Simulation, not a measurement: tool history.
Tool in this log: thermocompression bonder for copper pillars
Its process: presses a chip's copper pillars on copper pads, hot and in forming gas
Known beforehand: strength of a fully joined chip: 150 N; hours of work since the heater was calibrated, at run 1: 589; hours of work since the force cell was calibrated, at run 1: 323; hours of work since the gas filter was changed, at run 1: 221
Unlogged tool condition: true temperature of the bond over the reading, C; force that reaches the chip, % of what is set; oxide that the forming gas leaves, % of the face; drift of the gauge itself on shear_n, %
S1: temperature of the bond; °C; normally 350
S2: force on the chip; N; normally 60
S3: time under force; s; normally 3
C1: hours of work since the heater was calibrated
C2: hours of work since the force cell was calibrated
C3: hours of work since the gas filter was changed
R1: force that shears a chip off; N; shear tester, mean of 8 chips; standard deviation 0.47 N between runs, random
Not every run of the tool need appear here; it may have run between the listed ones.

run,hour,S1,S2,S3,C1,C2,C3,R1
1,0,350,60,3,589,323,221,75.4
2,10.6,350,60,3,597,331,229,75.4
3,22.7,350,60,3,606,340,238,75.3
4,34.9,350,60,3,616,350,248,75.4
5,44.1,350,60,3,623,357,255,75.1
6,54.6,350,60,3,631,365,263,75.2
7,70.2,350,60,2,643,377,275,64.7
# hour 74.4: forming gas filter changed
8,81,350,60,2,651,385,5,64.4
9,97.6,350,60,2,664,398,18,65
10,111.8,350,60,3,675,409,29,76.4
11,125.5,350,60,3,685,419,39,76.1
12,139.6,350,60,3,696,430,50,75
13,152.7,350,47,3,706,440,60,63.8
14,166,353,60,3,717,450,71,77.3
15,176.8,353,60,3,725,459,79,76.5
16,191.5,365,49,5,736,470,90,86.8
17,203,364,42,5,745,479,99,77.4
18,210.1,341,60,8,751,484,105,96.6
19,225,341,60,8,762,496,116,96.1
20,237.3,371,60,2,772,505,126,77.2
21,245.9,330,45,2,778,512,132,41.9
22,256.5,344,45,2,786,520,140,48.6
23,265.4,344,45,2,793,527,147,49
24,276.3,344,45,2,802,535,156,49.6
25,287.3,350,60,5,810,544,164,88.5
26,301.5,350,38,4,821,555,175,59.1
27,314.8,350,38,4,831,565,185,59
28,323.1,350,38,4,838,572,192,59.3

Alternative continuations, all from the tool just after run 28; predict every row:
A,333.9,323,54,2,846,580,200,?
B,333.9,350,38,6,846,580,200,?
C,333.9,350,86,2,846,580,200,?
D,333.9,341,60,3,846,580,200,?

run,R1
A,46.7
B,68.6
C,84.6
D,69.5
With the hidden condition removed and each run's random variation left untouched, the same runs would have given:
run,R1
A,46.7
B,68.7
C,84.8
D,69.6
